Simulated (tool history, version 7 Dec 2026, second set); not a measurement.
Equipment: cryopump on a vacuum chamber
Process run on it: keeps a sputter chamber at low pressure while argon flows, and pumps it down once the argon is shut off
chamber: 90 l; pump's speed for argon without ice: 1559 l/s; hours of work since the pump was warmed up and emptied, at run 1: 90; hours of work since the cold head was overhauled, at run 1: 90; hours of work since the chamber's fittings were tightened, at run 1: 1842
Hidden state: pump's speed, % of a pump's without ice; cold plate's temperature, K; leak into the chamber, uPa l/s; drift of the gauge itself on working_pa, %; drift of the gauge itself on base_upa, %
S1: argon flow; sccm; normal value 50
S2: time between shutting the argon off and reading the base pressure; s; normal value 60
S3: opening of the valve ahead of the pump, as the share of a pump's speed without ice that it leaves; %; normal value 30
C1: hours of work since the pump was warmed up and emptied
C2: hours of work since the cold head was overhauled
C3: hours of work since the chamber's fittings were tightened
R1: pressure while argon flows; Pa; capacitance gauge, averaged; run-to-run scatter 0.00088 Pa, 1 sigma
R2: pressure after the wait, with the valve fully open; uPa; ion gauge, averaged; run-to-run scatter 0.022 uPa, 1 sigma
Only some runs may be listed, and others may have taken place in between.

{"run": 1, "hour": 0.0, "S1": 50, "S2": 60, "S3": 30, "C1": 90, "C2": 90, "C3": 1842, "R1": 0.182, "R2": 1.11}
{"run": 2, "hour": 7.7, "S1": 50, "S2": 60, "S3": 30, "C1": 96, "C2": 96, "C3": 1848, "R1": 0.1831, "R2": 1.14}
{"run": 3, "hour": 21.8, "S1": 50, "S2": 60, "S3": 30, "C1": 107, "C2": 107, "C3": 1859, "R1": 0.1838, "R2": 1.14}
{"run": 4, "hour": 36.8, "S1": 50, "S2": 60, "S3": 30, "C1": 119, "C2": 119, "C3": 1871, "R1": 0.1834, "R2": 1.21}
{"run": 5, "hour": 51.5, "S1": 55, "S2": 60, "S3": 30, "C1": 130, "C2": 130, "C3": 1883, "R1": 0.2023, "R2": 1.16}
{"run": 6, "hour": 58.2, "S1": 55, "S2": 60, "S3": 30, "C1": 136, "C2": 136, "C3": 1888, "R1": 0.2032, "R2": 1.17}
{"run": 7, "hour": 69.8, "S1": 50, "S2": 60, "S3": 42, "C1": 145, "C2": 145, "C3": 1897, "R1": 0.1328, "R2": 1.13}
{"run": 8, "hour": 76.8, "S1": 50, "S2": 37, "S3": 42, "C1": 150, "C2": 150, "C3": 1903, "R1": 0.1321, "R2": 1.35}
{"run": 9, "hour": 87.1, "S1": 50, "S2": 37, "S3": 42, "C1": 159, "C2": 159, "C3": 1911, "R1": 0.1333, "R2": 1.43}
{"run": 10, "hour": 96.1, "S1": 25, "S2": 60, "S3": 30, "C1": 166, "C2": 166, "C3": 1918, "R1": 0.0925, "R2": 1.19}
{"run": 11, "hour": 107.4, "S1": 25, "S2": 60, "S3": 30, "C1": 175, "C2": 175, "C3": 1927, "R1": 0.0926, "R2": 1.16}
{"run": 12, "hour": 113.7, "S1": 50, "S2": 60, "S3": 16, "C1": 180, "C2": 180, "C3": 1932, "R1": 0.3407, "R2": 1.16}
{"run": 13, "hour": 123.1, "S1": 50, "S2": 60, "S3": 16, "C1": 187, "C2": 187, "C3": 1939, "R1": 0.3428, "R2": 1.2}
{"run": 14, "hour": 132.3, "S1": 50, "S2": 60, "S3": 16, "C1": 194, "C2": 194, "C3": 1947, "R1": 0.3427, "R2": 1.19}
{"run": 15, "hour": 143.4, "S1": 50, "S2": 60, "S3": 16, "C1": 203, "C2": 203, "C3": 1955, "R1": 0.3415, "R2": 1.21}
{"run": 16, "hour": 157.8, "S1": 50, "S2": 60, "S3": 16, "C1": 215, "C2": 215, "C3": 1967, "R1": 0.3446, "R2": 1.23}
{"run": 17, "hour": 164.7, "S1": 50, "S2": 60, "S3": 19, "C1": 220, "C2": 220, "C3": 1972, "R1": 0.291, "R2": 1.19}
{"run": 18, "hour": 173.2, "S1": 87, "S2": 60, "S3": 30, "C1": 227, "C2": 227, "C3": 1979, "R1": 0.3248, "R2": 1.2}
{"run": 19, "hour": 187.6, "S1": 36, "S2": 60, "S3": 22, "C1": 238, "C2": 238, "C3": 1990, "R1": 0.1808, "R2": 1.21}
{"run": 20, "hour": 202.8, "S1": 36, "S2": 60, "S3": 22, "C1": 250, "C2": 250, "C3": 2002, "R1": 0.1826, "R2": 1.2}
{"run": 21, "hour": 216.3, "S1": 36, "S2": 60, "S3": 22, "C1": 261, "C2": 261, "C3": 2013, "R1": 0.1811, "R2": 1.22}
{"run": 22, "hour": 224.6, "S1": 42, "S2": 113, "S3": 21, "C1": 268, "C2": 268, "C3": 2020, "R1": 0.222, "R2": 1.05}
{"run": 23, "hour": 234.3, "S1": 42, "S2": 113, "S3": 21, "C1": 275, "C2": 275, "C3": 2027, "R1": 0.2214, "R2": 1.07}
{"run": 24, "hour": 244.7, "S1": 42, "S2": 113, "S3": 21, "C1": 284, "C2": 284, "C3": 2036, "R1": 0.2226, "R2": 1.08}
{"run": 25, "hour": 255.6, "S1": 36, "S2": 23, "S3": 21, "C1": 292, "C2": 292, "C3": 2044, "R1": 0.1907, "R2": 1.86}
{"run": 26, "hour": 267.5, "S1": 50, "S2": 234, "S3": 36, "C1": 302, "C2": 302, "C3": 2054, "R1": 0.1575, "R2": 0.96}
{"run": 27, "hour": 283.0, "S1": 50, "S2": 32, "S3": 19, "C1": 314, "C2": 314, "C3": 2066, "R1": 0.2905, "R2": 1.58}
{"run": 28, "hour": 291.6, "S1": 69, "S2": 22, "S3": 34, "C1": 321, "C2": 321, "C3": 2073, "R1": 0.2274, "R2": 1.91}
{"run": 29, "hour": 302.7, "S1": 48, "S2": 135, "S3": 48, "C1": 330, "C2": 330, "C3": 2082, "R1": 0.1151, "R2": 1.0}
{"run": 30, "hour": 314.3, "S1": 78, "S2": 38, "S3": 28, "C1": 339, "C2": 339, "C3": 2091, "R1": 0.3148, "R2": 1.52}
{"run": 31, "hour": 327.2, "S1": 50, "S2": 137, "S3": 30, "C1": 349, "C2": 349, "C3": 2101, "R1": 0.1875, "R2": 1.06}
{"run": 32, "hour": 333.7, "S1": 74, "S2": 59, "S3": 28, "C1": 354, "C2": 354, "C3": 2106, "R1": 0.2996, "R2": 1.3}
{"run": 33, "hour": 340.6, "S1": 74, "S2": 59, "S3": 28, "C1": 360, "C2": 360, "C3": 2112, "R1": 0.2974, "R2": 1.26}

Branching from run 33: 4 alternative next runs. What would each branch give?
{"run": "A", "hour": 350.9, "S1": 42, "S2": 59, "S3": 28, "C1": 368, "C2": 368, "C3": 2120, "R1": "?", "R2": "?"}
{"run": "B", "hour": 350.9, "S1": 36, "S2": 30, "S3": 30, "C1": 368, "C2": 368, "C3": 2120, "R1": "?", "R2": "?"}
{"run": "C", "hour": 350.9, "S1": 74, "S2": 23, "S3": 46, "C1": 368, "C2": 368, "C3": 2120, "R1": "?", "R2": "?"}
{"run": "D", "hour": 350.9, "S1": 50, "S2": 60, "S3": 28, "C1": 368, "C2": 368, "C3": 2120, "R1": "?", "R2": "?"}

run=A R1=0.1688 R2=1.28
run=B R1=0.1355 R2=1.61
run=C R1=0.1862 R2=1.91
run=D R1=0.2008 R2=1.24
With the hidden condition removed and each run's random variation left untouched, the same runs would have given:
run=A R1=0.1624 R2=0.55
run=B R1=0.1300 R2=0.92
run=C R1=0.1749 R2=1.19
run=D R1=0.1932 R2=0.52
